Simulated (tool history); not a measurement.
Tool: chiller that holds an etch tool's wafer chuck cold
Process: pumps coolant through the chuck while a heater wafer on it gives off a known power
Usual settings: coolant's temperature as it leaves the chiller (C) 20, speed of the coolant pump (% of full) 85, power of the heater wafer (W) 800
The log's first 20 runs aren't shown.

run,day,coolant's temperature as it leaves the chiller (C),speed of the coolant pump (% of full),power of the heater wafer (W),chuck's temperature once it has settled (K),how much warmer the coolant comes back (C)
# day 49.608: coolant changed, channels flushed
21,53,29,70,557,309.34,1.33
22,54.962,29,70,557,309.15,1.41
23,58.162,29,70,557,309.28,1.34
24,60.638,18,61,869,303.62,2.4
25,63.088,28,90,401,305.08,0.79
26,66.975,11,72,1148,298.34,2.76
27,69.371,11,72,1148,298.49,2.78
# day 72.633: chiller's thermometer calibrated
28,73.358,15,85,1137,300.59,2.34
29,74.979,15,85,1137,300.74,2.33
30,78.146,17,82,800,299.34,1.68
31,79.988,17,82,800,299.13,1.65
32,83.058,20,82,800,302.18,1.7

Forecast each of these 4 alternatives for the next run:
A,85.85,18,61,480,?,?
B,85.85,10,69,583,?,?
C,85.85,27,85,800,?,?
D,85.85,18,69,452,?,?

run,chuck's temperature once it has settled (K),how much warmer the coolant comes back (C)
A,298.06,1.37
B,290.51,1.44
C,308.94,1.66
D,296.75,1.15
Without the tool's hidden state the same runs would have given:
run,chuck's temperature once it has settled (K),how much warmer the coolant comes back (C)
A,298.05,1.36
B,290.49,1.44
C,308.93,1.66
D,296.74,1.15
